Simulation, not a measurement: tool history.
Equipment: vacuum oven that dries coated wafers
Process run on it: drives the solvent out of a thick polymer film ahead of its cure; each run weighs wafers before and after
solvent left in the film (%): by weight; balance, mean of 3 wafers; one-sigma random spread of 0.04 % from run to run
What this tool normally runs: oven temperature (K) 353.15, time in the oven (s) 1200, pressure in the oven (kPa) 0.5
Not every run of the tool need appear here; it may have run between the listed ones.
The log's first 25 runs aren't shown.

run	hour	oven temperature (K)	time in the oven (s)	pressure in the oven (kPa)	hours of work since the thermocouples were calibrated	hours of work since the vacuum gauge was cleaned of residue	solvent left in the film (%)
26	645.7	353.15	780	0.322	332	139	3.31
27	668.4	353.15	660	0.282	350	156	3.91
28	705.8	359.15	780	0.5	379	186	1.9
29	737	366.15	780	0.427	404	210	0.68
30	766	348.15	720	0.306	426	233	5.47
31	792	348.15	720	0.306	447	253	5.46
32	824.6	356.15	1860	1.016	472	279	1.79
33	853.5	350.15	1260	1.873	495	301	5.06
34	870.5	350.15	1260	1.873	508	315	4.92
35	904.4	350.15	1260	1.873	535	341	5.07
36	942.2	353.15	1200	0.358	564	371	2.09
37	971.2	353.15	1200	0.358	587	393	2.03
38	1004.3	353.15	720	0.93	613	419	4.65
39	1030.5	353.15	720	0.93	633	440	4.65
40	1050.3	353.15	720	0.93	649	455	4.64
41	1078.8	353.15	720	0.93	671	478	4.72

5 options for the next run, each taken on its own from the tool as it stands now. Forecast them:
A	1111	353.15	720	0.349	696	503	?
B	1111	358.15	1200	1.377	696	503	?
C	1111	366.15	720	0.93	696	503	?
D	1111	351.15	720	0.611	696	503	?
E	1111	358.15	720	0.93	696	503	?

run	solvent left in the film (%)
A	3.91
B	2.46
C	1.41
D	4.95
E	3.07
Had the tool no hidden state, the same runs would have come out as:
run	solvent left in the film (%)
A	3.42
B	2.11
C	1.16
D	4.44
E	2.65
